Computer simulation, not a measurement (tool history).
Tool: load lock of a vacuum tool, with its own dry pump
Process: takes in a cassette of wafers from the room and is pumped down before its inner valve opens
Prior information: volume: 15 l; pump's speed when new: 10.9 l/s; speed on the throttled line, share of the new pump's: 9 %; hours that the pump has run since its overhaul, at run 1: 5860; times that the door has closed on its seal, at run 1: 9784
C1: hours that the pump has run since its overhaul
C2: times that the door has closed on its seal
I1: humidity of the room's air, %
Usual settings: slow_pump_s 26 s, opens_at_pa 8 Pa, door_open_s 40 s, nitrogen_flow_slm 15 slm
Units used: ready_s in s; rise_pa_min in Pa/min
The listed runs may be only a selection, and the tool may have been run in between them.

run 1 hour=0.0 | slow_pump_s=26 opens_at_pa=8 door_open_s=40 nitrogen_flow_slm=15 | C1=5860 C2=9784 | I1=42.3 | ready_s=37.3 rise_pa_min=0.107
run 2 hour=195.1 | slow_pump_s=26 opens_at_pa=8 door_open_s=40 nitrogen_flow_slm=15 | C1=6055 C2=9999 | I1=46.2 | ready_s=37.2 rise_pa_min=0.113
run 3 hour=307.6 | slow_pump_s=26 opens_at_pa=8 door_open_s=40 nitrogen_flow_slm=15 | C1=6168 C2=10122 | I1=48.6 | ready_s=37.2 rise_pa_min=0.120
run 4 hour=478.8 | slow_pump_s=26 opens_at_pa=8 door_open_s=40 nitrogen_flow_slm=20 | C1=6339 C2=10311 | I1=47.0 | ready_s=37.3 rise_pa_min=0.117
run 5 hour=600.2 | slow_pump_s=26 opens_at_pa=8 door_open_s=40 nitrogen_flow_slm=20 | C1=6460 C2=10445 | I1=43.3 | ready_s=37.4 rise_pa_min=0.113
run 6 hour=834.5 | slow_pump_s=26 opens_at_pa=8 door_open_s=40 nitrogen_flow_slm=20 | C1=6694 C2=10703 | I1=46.1 | ready_s=37.1 rise_pa_min=0.117
run 7 hour=1080.4 | slow_pump_s=26 opens_at_pa=9 door_open_s=40 nitrogen_flow_slm=20 | C1=6940 C2=10973 | I1=44.3 | ready_s=37.1 rise_pa_min=0.122
run 8 hour=1317.4 | slow_pump_s=26 opens_at_pa=9 door_open_s=40 nitrogen_flow_slm=30 | C1=7177 C2=11234 | I1=45.0 | ready_s=37.4 rise_pa_min=0.116
run 9 hour=1465.5 | slow_pump_s=26 opens_at_pa=9 door_open_s=40 nitrogen_flow_slm=18 | C1=7325 C2=11397 | I1=43.6 | ready_s=36.9 rise_pa_min=0.129
run 10 hour=1602.2 | slow_pump_s=26 opens_at_pa=9 door_open_s=40 nitrogen_flow_slm=18 | C1=7462 C2=11548 | I1=44.6 | ready_s=37.4 rise_pa_min=0.128
run 11 hour=1826.4 | slow_pump_s=26 opens_at_pa=9 door_open_s=40 nitrogen_flow_slm=18 | C1=7686 C2=11795 | I1=43.7 | ready_s=37.3 rise_pa_min=0.129
run 12 hour=2018.9 | slow_pump_s=26 opens_at_pa=13 door_open_s=40 nitrogen_flow_slm=15 | C1=7879 C2=12007 | I1=45.4 | ready_s=36.8 rise_pa_min=0.137
run 13 hour=2212.8 | slow_pump_s=26 opens_at_pa=8 door_open_s=40 nitrogen_flow_slm=8 | C1=8073 C2=12220 | I1=40.0 | ready_s=37.1 rise_pa_min=0.135
run 14 hour=2389.6 | slow_pump_s=26 opens_at_pa=8 door_open_s=40 nitrogen_flow_slm=15 | C1=8250 C2=12415 | I1=42.3 | ready_s=37.4 rise_pa_min=0.139
run 15 hour=2508.2 | slow_pump_s=26 opens_at_pa=9 door_open_s=40 nitrogen_flow_slm=15 | C1=8368 C2=12545 | I1=43.0 | ready_s=37.1 rise_pa_min=0.134
run 16 hour=2668.3 | slow_pump_s=26 opens_at_pa=9 door_open_s=40 nitrogen_flow_slm=15 | C1=8528 C2=12722 | I1=45.1 | ready_s=37.2 rise_pa_min=0.142
run 17 hour=2826.3 | slow_pump_s=26 opens_at_pa=9 door_open_s=40 nitrogen_flow_slm=15 | C1=8686 C2=12896 | I1=45.2 | ready_s=37.1 rise_pa_min=0.143
run 18 hour=3032.6 | slow_pump_s=26 opens_at_pa=9 door_open_s=40 nitrogen_flow_slm=15 | C1=8893 C2=13123 | I1=43.6 | ready_s=37.2 rise_pa_min=0.142
run 19 hour=3238.8 | slow_pump_s=47 opens_at_pa=11 door_open_s=40 nitrogen_flow_slm=15 | C1=9099 C2=13350 | I1=47.0 | ready_s=56.0 rise_pa_min=0.155
run 20 hour=3477.5 | slow_pump_s=41 opens_at_pa=11 door_open_s=224 nitrogen_flow_slm=15 | C1=9337 C2=13612 | I1=44.1 | ready_s=50.4 rise_pa_min=0.220
run 21 hour=3674.9 | slow_pump_s=41 opens_at_pa=11 door_open_s=224 nitrogen_flow_slm=15 | C1=9535 C2=13830 | I1=41.0 | ready_s=50.4 rise_pa_min=0.222
run 22 hour=3860.2 | slow_pump_s=16 opens_at_pa=8 door_open_s=179 nitrogen_flow_slm=15 | C1=9720 C2=14034 | I1=44.5 | ready_s=28.4 rise_pa_min=0.211
run 23 hour=4047.2 | slow_pump_s=20 opens_at_pa=8 door_open_s=52 nitrogen_flow_slm=15 | C1=9907 C2=14240 | I1=42.4 | ready_s=31.9 rise_pa_min=0.165
run 24 hour=4195.4 | slow_pump_s=20 opens_at_pa=6 door_open_s=52 nitrogen_flow_slm=15 | C1=10055 C2=14403 | I1=45.1 | ready_s=32.5 rise_pa_min=0.172
run 25 hour=4337.7 | slow_pump_s=20 opens_at_pa=6 door_open_s=52 nitrogen_flow_slm=15 | C1=10198 C2=14560 | I1=43.8 | ready_s=32.6 rise_pa_min=0.169
run 26 hour=4462.0 | slow_pump_s=32 opens_at_pa=8 door_open_s=106 nitrogen_flow_slm=43 | C1=10322 C2=14696 | I1=45.3 | ready_s=42.7 rise_pa_min=0.173
run 27 hour=4690.4 | slow_pump_s=32 opens_at_pa=6 door_open_s=106 nitrogen_flow_slm=29 | C1=10550 C2=14948 | I1=47.8 | ready_s=43.6 rise_pa_min=0.191
run 28 hour=4791.9 | slow_pump_s=51 opens_at_pa=12 door_open_s=215 nitrogen_flow_slm=11 | C1=10652 C2=15060 | I1=44.4 | ready_s=59.9 rise_pa_min=0.243
run 29 hour=5006.3 | slow_pump_s=14 opens_at_pa=8 door_open_s=40 nitrogen_flow_slm=15 | C1=10866 C2=15296 | I1=47.3 | ready_s=26.5 rise_pa_min=0.173
run 30 hour=5256.8 | slow_pump_s=36 opens_at_pa=8 door_open_s=183 nitrogen_flow_slm=9 | C1=11117 C2=15571 | I1=46.8 | ready_s=46.5 rise_pa_min=0.252
run 31 hour=5402.3 | slow_pump_s=36 opens_at_pa=8 door_open_s=183 nitrogen_flow_slm=9 | C1=11262 C2=15732 | I1=46.5 | ready_s=46.7 rise_pa_min=0.257
run 32 hour=5503.7 | slow_pump_s=36 opens_at_pa=8 door_open_s=183 nitrogen_flow_slm=9 | C1=11364 C2=15843 | I1=43.6 | ready_s=47.0 rise_pa_min=0.257
run 33 hour=5723.0 | slow_pump_s=13 opens_at_pa=13 door_open_s=112 nitrogen_flow_slm=15 | C1=11583 C2=16085 | I1=45.5 | ready_s=25.0 rise_pa_min=0.218
run 34 hour=5853.1 | slow_pump_s=13 opens_at_pa=13 door_open_s=112 nitrogen_flow_slm=15 | C1=11713 C2=16228 | I1=47.5 | ready_s=25.1 rise_pa_min=0.226
run 35 hour=6066.9 | slow_pump_s=40 opens_at_pa=13 door_open_s=112 nitrogen_flow_slm=15 | C1=11927 C2=16463 | I1=44.7 | ready_s=49.4 rise_pa_min=0.223
run 36 hour=6238.7 | slow_pump_s=40 opens_at_pa=13 door_open_s=174 nitrogen_flow_slm=15 | C1=12099 C2=16653 | I1=45.3 | ready_s=49.3 rise_pa_min=0.240

Below are 3 alternative next runs, each starting from the tool's condition after run 36. Predict each:
run A hour=6381.8 | slow_pump_s=26 opens_at_pa=8 door_open_s=28 nitrogen_flow_slm=15 | C1=12242 C2=16810 | I1=46.1 | ready_s=? rise_pa_min=?
run B hour=6381.8 | slow_pump_s=26 opens_at_pa=8 door_open_s=40 nitrogen_flow_slm=14 | C1=12242 C2=16810 | I1=46.2 | ready_s=? rise_pa_min=?
run C hour=6381.8 | slow_pump_s=40 opens_at_pa=13 door_open_s=68 nitrogen_flow_slm=15 | C1=12242 C2=16810 | I1=44.2 | ready_s=? rise_pa_min=?

run=A ready_s=37.5 rise_pa_min=0.190
run=B ready_s=37.8 rise_pa_min=0.195
run=C ready_s=49.4 rise_pa_min=0.210
With no hidden state in the tool, these same runs would have given:
run=A ready_s=36.9 rise_pa_min=0.041
run=B ready_s=37.1 rise_pa_min=0.048
run=C ready_s=48.9 rise_pa_min=0.060
